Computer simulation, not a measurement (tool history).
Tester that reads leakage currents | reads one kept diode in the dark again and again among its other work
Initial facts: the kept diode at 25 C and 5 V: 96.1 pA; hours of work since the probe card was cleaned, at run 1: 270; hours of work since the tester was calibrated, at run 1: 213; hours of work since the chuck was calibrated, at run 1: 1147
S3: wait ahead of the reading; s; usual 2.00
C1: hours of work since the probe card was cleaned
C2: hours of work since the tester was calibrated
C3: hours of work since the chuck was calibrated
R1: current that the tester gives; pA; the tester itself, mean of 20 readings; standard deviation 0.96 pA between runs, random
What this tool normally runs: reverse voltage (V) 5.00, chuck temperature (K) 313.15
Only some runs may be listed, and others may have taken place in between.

Run 1, hour 0.0: usual settings; C1 270; C2 213; C3 1147. Result: R1 338.42 pA.
Run 2, hour 40.9: usual settings but chuck temperature (K) 321.15; C1 296; C2 238; C3 1172. Result: R1 613.24 pA.
Run 3, hour 71.5: usual settings but chuck temperature (K) 321.15; C1 315; C2 257; C3 1191. Result: R1 616.10 pA.
Run 4, hour 95.9: usual settings but chuck temperature (K) 321.15; C1 330; C2 273; C3 1206. Result: R1 616.82 pA.
Run 5, hour 143.0: usual settings; C1 359; C2 302; C3 1236. Result: R1 342.82 pA.
Run 6, hour 175.7: usual settings but reverse voltage (V) 5.91; C1 380; C2 322; C3 1256. Result: R1 379.19 pA.
Run 7, hour 225.2: usual settings but reverse voltage (V) 5.91; C1 410; C2 353; C3 1287. Result: R1 375.24 pA.
Run 8, hour 270.6: usual settings; C1 439; C2 381; C3 1315. Result: R1 344.63 pA.
At hour 275.0: chuck's temperature calibrated.
Run 9, hour 297.7: usual settings but reverse voltage (V) 1.15; C1 454; C2 397; C3 14. Result: R1 158.61 pA.
Run 10, hour 334.8: usual settings but reverse voltage (V) 1.15; C1 477; C2 420; C3 37. Result: R1 157.27 pA.
Run 11, hour 383.2: usual settings but reverse voltage (V) 1.15, chuck temperature (K) 297.15; C1 508; C2 450; C3 67. Result: R1 44.80 pA.
Run 12, hour 430.0: usual settings but reverse voltage (V) 1.15, chuck temperature (K) 297.15; C1 537; C2 479; C3 97. Result: R1 44.52 pA.
Run 13, hour 464.9: usual settings; C1 558; C2 501; C3 118. Result: R1 354.32 pA.
Run 14, hour 508.9: usual settings but chuck temperature (K) 329.15; C1 586; C2 528; C3 146. Result: R1 1123.16 pA.
At hour 531.6: chuck's temperature calibrated, once more.
Run 15, hour 547.4: usual settings but S3 4.89 s; C1 609; C2 551; C3 10. Result: R1 318.18 pA.
Run 16, hour 586.9: usual settings but S3 6.34 s; C1 633; C2 576; C3 34. Result: R1 318.35 pA.
Run 17, hour 608.6: usual settings but S3 6.34 s; C1 647; C2 589; C3 48. Result: R1 316.87 pA.
Run 18, hour 655.0: usual settings but chuck temperature (K) 322.15, S3 0.48 s; C1 675; C2 618; C3 77. Result: R1 621.56 pA.
Run 19, hour 679.0: usual settings but reverse voltage (V) 9.61, chuck temperature (K) 330.15, S3 6.25 s; C1 690; C2 633; C3 92. Result: R1 1543.18 pA.
Run 20, hour 715.4: usual settings but reverse voltage (V) 9.61, chuck temperature (K) 332.15, S3 6.25 s; C1 713; C2 656; C3 114. Result: R1 1765.08 pA.
Run 21, hour 747.3: usual settings but reverse voltage (V) 1.11, S3 0.83 s; C1 733; C2 676; C3 134. Result: R1 141.38 pA.
Run 22, hour 797.5: usual settings but reverse voltage (V) 1.84, chuck temperature (K) 324.15, S3 3.71 s; C1 764; C2 707; C3 166. Result: R1 415.59 pA.
Run 23, hour 826.9: usual settings but reverse voltage (V) 15.26, chuck temperature (K) 296.15, S3 4.65 s; C1 782; C2 725; C3 184. Result: R1 157.73 pA.
Run 24, hour 851.2: usual settings but reverse voltage (V) 3.43, chuck temperature (K) 305.15, S3 3.80 s; C1 798; C2 740; C3 199. Result: R1 140.71 pA.
Run 25, hour 890.1: usual settings but reverse voltage (V) 3.43, chuck temperature (K) 305.15, S3 3.80 s; C1 822; C2 765; C3 223. Result: R1 140.95 pA.
Run 26, hour 911.0: usual settings but reverse voltage (V) 2.27, chuck temperature (K) 306.15, S3 3.80 s; C1 835; C2 778; C3 236. Result: R1 120.87 pA.
Run 27, hour 953.1: usual settings but reverse voltage (V) 2.27, chuck temperature (K) 300.15, S3 0.70 s; C1 861; C2 804; C3 262. Result: R1 75.94 pA.

Each row is a separate what-if for the run after 27, all from the same tool condition, not one after another. Results?
Run A, hour 995.1: usual settings but reverse voltage (V) 2.27, chuck temperature (K) 300.15, S3 1.28 s; C1 887; C2 830; C3 289. Result: R1 ?.
Run B, hour 995.1: usual settings but reverse voltage (V) 4.16, chuck temperature (K) 331.15, S3 0.70 s; C1 887; C2 830; C3 289. Result: R1 ?.
Run C, hour 995.1: usual settings but reverse voltage (V) 2.27, chuck temperature (K) 326.15, S3 0.70 s; C1 887; C2 830; C3 289. Result: R1 ?.
Run D, hour 995.1: usual settings but chuck temperature (K) 302.15; C1 887; C2 830; C3 289. Result: R1 ?.
Run E, hour 995.1: usual settings but reverse voltage (V) 1.13, chuck temperature (K) 300.15, S3 0.70 s; C1 887; C2 830; C3 289. Result: R1 ?.

run       R1
  A    75.65
  B  1065.64
  C   536.21
  D   137.86
  E    51.34
What these runs would have given with no unlogged condition in the tool:
run       R1
  A    74.42
  B  1066.07
  C   536.27
  D   135.11
  E    50.76

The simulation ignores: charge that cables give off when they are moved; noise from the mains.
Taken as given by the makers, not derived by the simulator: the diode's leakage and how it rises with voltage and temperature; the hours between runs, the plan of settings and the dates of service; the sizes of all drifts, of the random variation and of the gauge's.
